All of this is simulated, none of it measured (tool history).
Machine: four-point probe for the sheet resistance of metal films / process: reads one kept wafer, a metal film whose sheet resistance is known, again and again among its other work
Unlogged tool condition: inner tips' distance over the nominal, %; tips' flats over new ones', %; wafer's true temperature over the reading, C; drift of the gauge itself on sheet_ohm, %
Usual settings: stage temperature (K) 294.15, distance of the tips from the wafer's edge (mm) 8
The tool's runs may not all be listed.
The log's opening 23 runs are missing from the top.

run	day	stage temperature (K)	distance of the tips from the wafer's edge (mm)	touches since the probe head was changed	hours of work since the stage's thermometer was calibrated	sheet resistance as the instrument gives it (ohm/square)
24	42.821	303.15	34	14503	90	5.757306
25	45.05	303.15	34	16730	118	5.755141
26	46.542	303.15	34	18220	136	5.752985
27	48.379	305.15	3	20057	159	5.841285
28	50.325	297.15	6	22002	183	5.753175
29	52.171	297.15	6	23848	206	5.751597
30	54.204	303.15	14	25879	231	5.748509
31	55.742	298.15	9	27414	249	5.737472

Below are 5 alternative next runs, each starting from the tool's condition after run 31. Predict each:
A	58.154	294.15	9	29827	279	?
B	58.154	299.15	6	29827	279	?
C	58.154	306.15	21	29827	279	?
D	58.154	295.15	3	29827	279	?
E	58.154	305.15	46	29827	279	?

run	sheet resistance as the instrument gives it (ohm/square)
A	5.72389
B	5.753042
C	5.751025
D	5.802357
E	5.745972
With no hidden state in the tool, these same runs would have given:
run	sheet resistance as the instrument gives it (ohm/square)
A	5.762068
B	5.791411
C	5.789395
D	5.84102
E	5.784309
